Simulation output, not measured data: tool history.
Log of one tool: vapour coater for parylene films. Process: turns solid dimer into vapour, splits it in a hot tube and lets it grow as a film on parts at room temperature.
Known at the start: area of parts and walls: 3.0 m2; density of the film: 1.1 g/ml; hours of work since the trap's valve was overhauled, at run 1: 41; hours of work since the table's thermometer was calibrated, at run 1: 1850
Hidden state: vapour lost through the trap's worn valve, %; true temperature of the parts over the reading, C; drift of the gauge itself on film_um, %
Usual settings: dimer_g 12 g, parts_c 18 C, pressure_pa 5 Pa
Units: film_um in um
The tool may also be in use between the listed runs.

run,day,dimer_g,parts_c,pressure_pa,hours of work since the trap's valve was overhauled,hours of work since the table's thermometer was calibrated,film_um
1,0,12,18,5,41,1850,1.66
2,2.025,12,18,2.18,68,1878,1.91
3,3.992,12,18,2.18,96,1905,1.87
4,5.604,12,18,7.16,118,1927,1.53
5,8.588,12,18,7.16,159,1968,1.49
6,11.354,12,18,7.16,197,2006,1.52
7,12.8,12,18,5,217,2026,1.6
8,15.488,12,18,5,254,2063,1.59
9,17.542,12,18,5,282,2091,1.61
10,19.388,10,12,5,307,2117,1.69
11,22.375,13,18,5,349,2158,1.68
12,25.833,13,18,5,396,2206,1.66
# day 26.175: table's thermometer calibrated
13,28.012,13,18,5,426,25,1.59
14,29.892,7,23,5,452,51,0.73
15,31.625,7,23,5,475,75,0.67
16,33.608,12,25,3.06,503,102,1.22
17,36.496,12,25,3.06,542,142,1.17

3 ways to go on from here, each from the tool as it stands after run 17. What would each give?
# day 37.454: trap's valve overhauled
# day 38.283: table's thermometer calibrated, once more
A,40.033,18,23,2.61,35,24,?
# day 37.454: trap's valve overhauled
# day 38.283: table's thermometer calibrated, once more
B,40.033,21,25,3.06,35,24,?
# day 37.454: trap's valve overhauled
# day 38.283: table's thermometer calibrated, once more
C,40.033,12,18,5,35,24,?

run,film_um
A,2.27
B,2.35
C,1.7
Without the tool's hidden state the same runs would have given:
run,film_um
A,2.29
B,2.38
C,1.72
